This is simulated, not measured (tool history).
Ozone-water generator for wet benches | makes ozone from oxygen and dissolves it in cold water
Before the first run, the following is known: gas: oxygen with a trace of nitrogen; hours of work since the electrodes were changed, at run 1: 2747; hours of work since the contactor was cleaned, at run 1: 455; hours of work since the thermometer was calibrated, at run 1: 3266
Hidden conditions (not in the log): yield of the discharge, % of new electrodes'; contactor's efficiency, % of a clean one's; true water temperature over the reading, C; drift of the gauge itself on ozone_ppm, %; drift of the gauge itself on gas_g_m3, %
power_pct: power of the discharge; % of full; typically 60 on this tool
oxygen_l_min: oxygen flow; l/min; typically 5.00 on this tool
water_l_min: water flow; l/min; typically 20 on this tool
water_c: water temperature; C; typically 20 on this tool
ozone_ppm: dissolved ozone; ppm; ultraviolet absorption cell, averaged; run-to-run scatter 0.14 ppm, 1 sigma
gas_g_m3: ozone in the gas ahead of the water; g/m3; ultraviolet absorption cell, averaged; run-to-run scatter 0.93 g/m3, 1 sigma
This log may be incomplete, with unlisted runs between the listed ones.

run	hour	power_pct	oxygen_l_min	water_l_min	water_c	hours of work since the electrodes were changed	hours of work since the contactor was cleaned	hours of work since the thermometer was calibrated	ozone_ppm	gas_g_m3
1	0.0	60	5.00	20	20	2747	455	3266	17.3	157.0
2	63.2	60	5.00	12	20	2806	514	3325	23.5	157.5
3	99.5	60	5.00	12	20	2840	548	3359	23.6	156.3
4	172.7	60	5.00	12	20	2908	617	3427	23.2	157.5
5	245.7	60	5.00	12	20	2976	685	3495	23.6	157.5
6	300.3	60	5.00	20	20	3027	736	3547	17.0	156.4
7	370.9	60	5.00	20	20	3094	802	3613	16.9	156.7
8	441.5	60	5.00	20	20	3160	868	3679	17.1	156.0
9	503.3	97	5.00	20	20	3217	926	3736	22.6	203.7
10	579.0	98	5.00	20	20	3288	997	3807	22.6	207.6
11	626.3	69	5.00	20	20	3332	1041	3852	18.7	171.8
12	671.0	90	5.00	20	20	3374	1083	3893	21.5	196.4
13	748.9	60	5.00	20	20	3447	1156	3966	17.0	156.3
14	793.0	60	5.00	20	20	3488	1197	4008	17.1	155.9
15	841.1	60	5.00	20	18	3533	1242	4052	17.4	156.3
16	901.1	60	5.00	20	18	3589	1298	4109	17.7	153.8
17	947.6	60	5.00	20	20	3633	1341	4152	17.3	154.6
18	999.6	41	3.78	20	19	3682	1390	4201	13.0	136.5
19	1066.4	41	3.78	20	19	3744	1453	4263	13.2	136.2
20	1099.0	60	5.00	14	27	3775	1483	4294	18.9	153.7
21	1134.7	60	5.00	14	27	3808	1516	4327	18.8	154.3
22	1195.0	60	5.00	14	27	3864	1573	4383	18.9	155.4
23	1261.0	92	5.00	12	20	3926	1635	4445	29.8	198.4
24	1301.1	98	4.27	20	20	3964	1672	4483	21.5	216.0
25	1336.7	60	5.00	21	20	3997	1705	4516	16.2	154.5
26	1391.0	50	3.88	24	14	4048	1756	4567	13.4	151.1
27	1428.4	50	3.88	24	14	4083	1791	4602	13.2	152.4
28	1484.5	79	4.46	21	15	4135	1844	4654	19.9	185.5
29	1526.7	79	4.46	21	15	4175	1883	4694	19.8	188.1
30	1596.9	66	4.46	21	15	4240	1949	4759	18.0	169.1
# hour 1664.3: contactor cleaned
31	1667.5	81	4.91	19	20	4303	3	4822	21.0	182.7
32	1718.0	81	4.91	19	20	4350	50	4869	20.6	181.6
33	1791.5	60	5.00	31	19	4419	119	4938	12.5	153.5
34	1868.5	60	3.43	15	19	4491	191	5010	19.2	172.3

For each run, the measured value with the value that run would have given without the tool's hidden condition subtracted. The run-to-run variation is shared by both, the gauge scatter possibly not:
run	gas_g_m3
1	-0.2
2	-0.4
3	-0.4
4	-0.6
5	-0.8
6	-1.0
7	-1.1
8	-1.3
9	-2.0
10	-2.3
11	-1.9
12	-2.4
13	-2.0
14	-2.2
15	-2.3
16	-2.4
17	-2.5
18	-2.2
19	-2.3
20	-2.9
21	-2.9
22	-3.1
23	-4.3
24	-4.8
25	-3.4
26	-3.4
27	-3.5
28	-4.6
29	-4.9
30	-4.5
31	-5.1
32	-5.2
33	-4.5
34	-5.3
ozone_ppm: at most 0.1 ppm away from the measurement, every run.

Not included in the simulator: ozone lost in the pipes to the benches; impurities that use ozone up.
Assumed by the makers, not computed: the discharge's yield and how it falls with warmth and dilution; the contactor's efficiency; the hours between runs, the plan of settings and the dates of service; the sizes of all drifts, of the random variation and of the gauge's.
